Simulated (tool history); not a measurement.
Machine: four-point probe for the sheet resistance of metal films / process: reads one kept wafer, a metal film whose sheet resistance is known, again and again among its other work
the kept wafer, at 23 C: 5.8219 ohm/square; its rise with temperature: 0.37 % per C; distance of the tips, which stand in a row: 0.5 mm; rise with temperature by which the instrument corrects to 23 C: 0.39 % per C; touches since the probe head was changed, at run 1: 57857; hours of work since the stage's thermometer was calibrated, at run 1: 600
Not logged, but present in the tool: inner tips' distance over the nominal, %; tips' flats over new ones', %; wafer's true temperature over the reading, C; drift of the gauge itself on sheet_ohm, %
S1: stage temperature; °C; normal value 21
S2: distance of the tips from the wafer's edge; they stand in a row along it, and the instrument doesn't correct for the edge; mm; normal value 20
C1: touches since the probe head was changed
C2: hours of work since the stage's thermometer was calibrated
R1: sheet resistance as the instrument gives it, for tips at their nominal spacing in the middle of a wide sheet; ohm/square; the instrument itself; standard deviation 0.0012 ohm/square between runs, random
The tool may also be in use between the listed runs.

run     day  S1  S2     C1   C2        R1
  1   0.000  21  20  57857  600  5.767752
  2   1.996  21  20  59708  625  5.766100
  3   3.675  28  20  61271  646  5.755164
  4   5.233  28  20  62715  666  5.752944
  5   7.567  21  20  64883  695  5.759533
  6  11.046  21  20  68111  739  5.758002
  7  13.196  34  20  70110  766  5.738794
  8  15.942  20   6  72658  800  5.776948

Run 9 comes next. What will it give?
  9  17.596  21   4  74195  821   ?

R1: 5.799192 ohm/square
Without the tool's hidden state the same run would have given R1 5.874226 ohm/square.
